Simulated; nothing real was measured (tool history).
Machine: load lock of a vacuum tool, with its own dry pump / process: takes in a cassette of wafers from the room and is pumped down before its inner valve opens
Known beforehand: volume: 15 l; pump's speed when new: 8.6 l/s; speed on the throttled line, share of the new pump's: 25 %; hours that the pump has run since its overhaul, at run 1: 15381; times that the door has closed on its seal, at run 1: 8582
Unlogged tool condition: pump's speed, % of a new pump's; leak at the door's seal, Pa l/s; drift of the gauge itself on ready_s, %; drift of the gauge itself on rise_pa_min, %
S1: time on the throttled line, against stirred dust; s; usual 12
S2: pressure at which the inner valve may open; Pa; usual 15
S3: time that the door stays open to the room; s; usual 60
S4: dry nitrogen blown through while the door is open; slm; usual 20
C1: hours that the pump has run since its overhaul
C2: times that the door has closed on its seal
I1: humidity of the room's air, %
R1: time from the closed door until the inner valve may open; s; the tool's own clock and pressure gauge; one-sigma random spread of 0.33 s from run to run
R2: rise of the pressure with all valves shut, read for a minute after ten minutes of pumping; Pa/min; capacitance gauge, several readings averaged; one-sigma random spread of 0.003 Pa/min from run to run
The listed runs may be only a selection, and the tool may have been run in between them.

run	hour	S1	S2	S3	S4	C1	C2	I1	R1	R2
1	0	12	15	60	20	15381	8582	43.9	27.2	0.049
2	135.3	12	15	60	20	15516	8833	49.4	27.1	0.057
3	362.4	12	15	60	20	15743	9255	46	27.1	0.059
4	487.9	12	26	60	20	15868	9488	47.3	25.6	0.059
5	627.6	12	26	60	20	16008	9747	46.2	25.7	0.057
6	828.7	12	15	60	14	16209	10121	43.5	26.7	0.068
7	1063.8	12	15	60	14	16444	10558	45.3	27.4	0.065
8	1232.1	12	15	60	14	16613	10870	44.7	28.3	0.075
9	1426.8	12	15	60	14	16807	11232	41.2	27.9	0.073
10	1714	12	15	60	14	17094	11766	44.3	27.8	0.074
11	2009.2	12	15	55	20	17390	12314	44	27.9	0.069
12	2269.4	11	15	60	20	17650	12797	42.9	27.1	0.068
13	2553	7	15	60	20	17934	13324	45.5	24.4	0.077
14	2710.4	16	15	60	20	18091	13617	46.1	30.6	0.079
15	2974.2	16	15	60	20	18355	14107	47.2	30.9	0.087
16	3204.5	16	15	60	20	18585	14535	45.6	31.6	0.085
17	3333	16	15	60	20	18714	14774	43.6	30.8	0.081
18	3566.5	16	15	60	20	18947	15207	43.1	30.7	0.094
19	3753.5	16	15	60	20	19134	15555	45.8	30.6	0.081
20	3983.9	16	15	60	20	19364	15983	50.6	31.4	0.098
21	4222.2	18	15	179	20	19603	16425	43.4	32.8	0.102
22	4387.6	18	15	179	20	19768	16733	45.8	32.3	0.107
23	4608.7	18	15	179	20	19989	17143	47.3	32.4	0.11
24	4866.9	18	22	103	20	20247	17623	43.6	31.7	0.107
25	5003	18	22	103	20	20383	17876	45.4	31.8	0.108
# hour 5054.9: dry pump taken out, an overhauled one fitted
26	5288.8	15	20	35	20	234	18396	43.3	26.7	0.105
27	5557.7	15	20	35	20	503	18895	45.4	26.7	0.107

Run 28 has not been measured yet. What should we expect?
28	5686.6	12	13	60	30	632	19135	48.5	?	?

{"run 28": {"R1": 25, "R2": 0.11}}
On a tool with no hidden condition, and with the same random variation, this run would have come out at R1 24.6 s, R2 0.022 Pa/min.
